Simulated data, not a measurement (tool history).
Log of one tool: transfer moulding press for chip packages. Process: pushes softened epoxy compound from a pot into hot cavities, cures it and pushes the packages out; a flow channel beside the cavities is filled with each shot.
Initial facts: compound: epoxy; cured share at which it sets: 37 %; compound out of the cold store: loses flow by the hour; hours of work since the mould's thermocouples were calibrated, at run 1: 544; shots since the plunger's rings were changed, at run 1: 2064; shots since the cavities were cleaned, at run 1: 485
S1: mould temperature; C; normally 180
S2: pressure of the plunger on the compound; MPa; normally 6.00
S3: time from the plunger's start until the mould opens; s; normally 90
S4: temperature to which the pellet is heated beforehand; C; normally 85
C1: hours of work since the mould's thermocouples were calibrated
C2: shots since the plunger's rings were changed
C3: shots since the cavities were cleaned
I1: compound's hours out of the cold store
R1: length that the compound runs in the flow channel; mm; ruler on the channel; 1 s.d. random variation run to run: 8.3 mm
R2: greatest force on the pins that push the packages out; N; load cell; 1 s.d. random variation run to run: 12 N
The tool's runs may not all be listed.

run	hour	S1	S2	S3	S4	C1	C2	C3	I1	R1	R2
1	0.0	180	6.00	90	85	544	2064	485	26.6	935	842
# hour 53.2: cavities cleaned with cleaning compound and waxed
2	60.2	180	6.00	90	85	571	2598	64	9.2	988	678
3	115.9	180	6.00	74	85	597	3104	570	27.9	917	1393
4	150.5	180	6.00	90	85	613	3419	885	13.2	983	1000
# hour 155.2: cavities cleaned with cleaning compound and waxed
5	196.7	184	6.00	90	85	634	3824	377	18.2	941	705
6	250.4	184	6.00	90	85	658	4312	865	30.1	875	833
# hour 257.2: cavities cleaned with cleaning compound and waxed
7	281.1	176	6.00	90	85	672	4578	217	45.0	847	874
8	333.0	180	6.00	90	85	696	5050	689	21.5	917	956
# hour 353.2: mould's thermocouples calibrated
# hour 361.2: cavities cleaned with cleaning compound and waxed
9	382.5	180	6.00	90	85	13	5468	194	22.7	907	764
# hour 398.8: plunger's sealing rings changed
10	444.1	180	6.00	90	85	40	411	731	10.1	1046	1051
# hour 467.7: cavities cleaned with cleaning compound and waxed
11	501.4	180	6.00	117	85	66	918	306	28.1	945	591
12	545.5	180	6.00	90	85	86	1319	707	46.2	867	918
# hour 570.5: cavities cleaned with cleaning compound and waxed
13	578.8	180	6.00	90	85	101	1608	75	28.6	943	724
# hour 634.7: mould's thermocouples calibrated, once more
14	634.7	180	6.00	90	85	0	2098	565	20.4	956	834
# hour 678.3: cavities cleaned with cleaning compound and waxed
15	695.3	180	6.00	105	77	27	2635	155	47.1	854	573
16	758.5	180	7.34	90	84	56	3210	730	24.3	1039	929
# hour 782.8: cavities cleaned with cleaning compound and waxed
17	791.0	180	7.34	90	84	71	3492	75	21.6	1028	654
18	827.4	184	5.38	90	84	87	3822	405	8.3	908	716
19	857.1	184	5.38	90	84	101	4092	675	35.4	809	730
# hour 885.3: cavities cleaned with cleaning compound and waxed
20	892.9	180	5.25	127	85	117	4403	68	18.8	870	455
21	950.0	188	5.22	119	88	143	4923	588	25.8	804	610
# hour 987.9: cavities cleaned with cleaning compound and waxed
22	989.3	180	7.32	106	84	161	5266	12	22.9	992	494
# hour 1026.7: plunger's sealing rings changed
23	1036.0	180	7.36	90	85	181	86	415	35.2	1009	780
24	1072.7	180	7.36	90	85	198	419	748	30.0	1040	897
# hour 1092.3: cavities cleaned with cleaning compound and waxed
25	1129.0	180	4.54	90	85	223	916	332	42.4	776	736
26	1189.9	183	4.54	94	91	251	1471	887	19.1	833	782
# hour 1195.6: cavities cleaned with cleaning compound and waxed
27	1248.8	183	4.54	94	91	278	1992	483	30.1	786	662

Each row is a separate what-if for the run after 27, all from the same tool condition, not one after another. Results?
# hour 1298.4: cavities cleaned with cleaning compound and waxed
A	1304.6	180	5.99	114	84	303	2485	56	33.9	?	?
# hour 1298.4: cavities cleaned with cleaning compound and waxed
B	1304.6	176	4.54	94	78	303	2485	56	14.0	?	?
# hour 1298.4: cavities cleaned with cleaning compound and waxed
C	1304.6	180	6.00	115	88	303	2485	56	26.4	?	?

run	R1	R2
A	888	504
B	870	757
C	924	482
Stripped of hidden state, with their random variation kept, the same runs would have yielded:
run	R1	R2
A	918	465
B	899	668
C	954	445
